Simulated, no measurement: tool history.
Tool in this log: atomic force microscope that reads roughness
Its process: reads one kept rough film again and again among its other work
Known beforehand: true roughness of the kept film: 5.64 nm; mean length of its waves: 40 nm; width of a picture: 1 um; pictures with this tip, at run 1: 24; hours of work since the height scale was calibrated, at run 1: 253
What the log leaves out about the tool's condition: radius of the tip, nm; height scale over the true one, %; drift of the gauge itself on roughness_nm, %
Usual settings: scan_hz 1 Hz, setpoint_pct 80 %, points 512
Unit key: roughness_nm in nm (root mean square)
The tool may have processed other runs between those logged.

| run | hour | scan_hz | setpoint_pct | points | pictures with this tip | hours of work since the height scale was calibrated | roughness_nm |
|---|---|---|---|---|---|---|---|
| 1 | 0 | 1 | 80 | 512 | 24 | 253 | 5.022 |
| 2 | 11.5 | 1 | 80 | 512 | 34 | 259 | 5.024 |
| 3 | 25.3 | 1 | 80 | 512 | 47 | 266 | 5.065 |
| 4 | 42.8 | 2.45 | 80 | 512 | 63 | 275 | 4.736 |
| 5 | 54.2 | 1 | 80 | 512 | 74 | 281 | 5.052 |
| 6 | 65.1 | 1 | 80 | 512 | 84 | 287 | 5.071 |
| 7 | 80.3 | 1.71 | 80 | 512 | 98 | 295 | 4.865 |
| 8 | 97 | 1.71 | 80 | 512 | 114 | 303 | 4.883 |
| 9 | 111.7 | 1.71 | 80 | 512 | 127 | 311 | 4.859 |
| 10 | 128.9 | 1.71 | 80 | 512 | 143 | 320 | 4.882 |
| 11 | 142.3 | 1 | 80 | 512 | 156 | 327 | 5.029 |
| 12 | 151.1 | 1 | 80 | 512 | 164 | 331 | 5.039 |
| 13 | 164.7 | 1 | 80 | 512 | 177 | 338 | 5.036 |
| 14 | 182.5 | 1 | 80 | 512 | 193 | 347 | 5.059 |
| 15 | 192.4 | 1 | 80 | 512 | 203 | 352 | 5.032 |
| 16 | 207.8 | 1 | 80 | 554 | 217 | 360 | 5.007 |
| 17 | 220.5 | 1 | 80 | 554 | 229 | 367 | 5.022 |
| 18 | 236 | 1 | 80 | 512 | 243 | 375 | 5.035 |
| 19 | 252.6 | 1 | 80 | 512 | 258 | 383 | 4.961 |
| 20 | 260.8 | 1 | 80 | 512 | 266 | 388 | 5.023 |
| 21 | 270.4 | 2.09 | 67 | 512 | 275 | 393 | 4.978 |
| 22 | 286.9 | 2.09 | 67 | 512 | 290 | 401 | 5.013 |
| 23 | 301.2 | 1 | 80 | 295 | 304 | 408 | 4.976 |
| 24 | 317.7 | 1 | 80 | 295 | 319 | 417 | 4.995 |
| 25 | 326.4 | 1 | 69 | 512 | 327 | 421 | 5.112 |
| 26 | 336.2 | 1 | 69 | 752 | 336 | 426 | 5.121 |
| 27 | 344.2 | 1 | 69 | 752 | 344 | 431 | 5.157 |
|  | 355.5 | new tip fitted |
| 28 | 356.9 | 1 | 69 | 752 | 1 | 437 | 5.116 |
| 29 | 371.5 | 2.05 | 62 | 367 | 14 | 444 | 5.117 |
| 30 | 385.1 | 2.05 | 66 | 717 | 27 | 451 | 5.039 |
| 31 | 401.1 | 2.05 | 66 | 717 | 42 | 460 | 5.057 |
| 32 | 418 | 2.05 | 66 | 717 | 58 | 468 | 5.09 |
| 33 | 432.8 | 0.76 | 66 | 546 | 71 | 476 | 5.222 |
| 34 | 443 | 2.89 | 62 | 278 | 81 | 481 | 5.018 |
| 35 | 453.5 | 1.16 | 89 | 908 | 91 | 487 | 4.883 |
| 36 | 466.8 | 1.16 | 89 | 908 | 103 | 493 | 4.877 |
| 37 | 483 | 3.2 | 82 | 512 | 118 | 502 | 4.562 |
| 38 | 491.8 | 3.2 | 82 | 512 | 126 | 506 | 4.557 |
| 39 | 503.4 | 1.46 | 57 | 340 | 137 | 512 | 5.173 |

Measured minus without-hidden-state, run by run (identical run-to-run variation in each term; gauge scatter may differ):
| run | roughness_nm |
|---|---|
| 1 | -0.002 |
| 2 | -0.003 |
| 3 | -0.004 |
| 4 | -0.004 |
| 5 | -0.005 |
| 6 | -0.006 |
| 7 | -0.007 |
| 8 | -0.008 |
| 9 | -0.009 |
| 10 | -0.01 |
| 11 | -0.011 |
| 12 | -0.012 |
| 13 | -0.013 |
| 14 | -0.014 |
| 15 | -0.014 |
| 16 | -0.016 |
| 17 | -0.016 |
| 18 | -0.018 |
| 19 | -0.018 |
| 20 | -0.019 |
| 21 | -0.02 |
| 22 | -0.02 |
| 23 | -0.022 |
| 24 | -0.023 |
| 25 | -0.023 |
| 26 | -0.025 |
| 27 | -0.025 |
| 28 | -0.001 |
| 29 | -0.001 |
| 30 | -0.003 |
| 31 | -0.003 |
| 32 | -0.004 |
| 33 | -0.006 |
| 34 | -0.006 |
| 35 | -0.007 |
| 36 | -0.007 |
| 37 | -0.008 |
| 38 | -0.009 |
| 39 | -0.011 |
